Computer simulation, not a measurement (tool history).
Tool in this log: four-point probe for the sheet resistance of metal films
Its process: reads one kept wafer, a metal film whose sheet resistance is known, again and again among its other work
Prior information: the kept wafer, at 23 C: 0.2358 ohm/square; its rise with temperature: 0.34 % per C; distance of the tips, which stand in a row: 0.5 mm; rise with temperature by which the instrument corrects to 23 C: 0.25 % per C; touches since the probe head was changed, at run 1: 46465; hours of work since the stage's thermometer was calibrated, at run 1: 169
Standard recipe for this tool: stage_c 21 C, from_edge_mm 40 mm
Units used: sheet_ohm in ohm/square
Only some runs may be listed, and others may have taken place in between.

run,hour,stage_c,from_edge_mm,touches since the probe head was changed,hours of work since the stage's thermometer was calibrated,sheet_ohm
1,0.0,21,40,46465,169,0.235525
2,7.3,21,25,46675,173,0.235444
3,16.9,21,66,46953,177,0.235496
4,30.0,21,66,47332,182,0.235394
5,37.2,21,66,47537,186,0.235411
6,43.7,21,66,47726,188,0.235496
7,58.1,21,66,48142,195,0.235517
8,70.4,22,66,48496,200,0.235642
9,78.1,22,66,48718,203,0.235558
10,89.0,21,40,49032,208,0.235426
11,97.2,32,40,49268,212,0.237525
12,109.9,22,7,49636,217,0.236256
13,122.8,20,40,50007,223,0.235277
14,134.6,27,18,50348,228,0.236681
15,148.0,21,29,50735,234,0.235471
16,155.7,21,29,50957,237,0.235504
17,168.6,19,5,51328,243,0.236246
18,179.3,19,5,51639,247,0.236277
19,188.6,28,4,51907,251,0.238767
20,203.4,18,3,52333,258,0.238299
21,211.4,31,6,52565,261,0.238227
22,217.6,31,6,52741,264,0.238294

Each row is a separate what-if for the run after 22, all from the same tool condition, not one after another. Results?
A,227.8,25,58,53037,268,?
B,227.8,21,16,53037,268,?
C,227.8,31,6,53037,268,?

run,sheet_ohm
A,0.236201
B,0.235503
C,0.238176
Stripped of hidden state, with their random variation kept, the same runs would have yielded:
run,sheet_ohm
A,0.236187
B,0.235489
C,0.238161
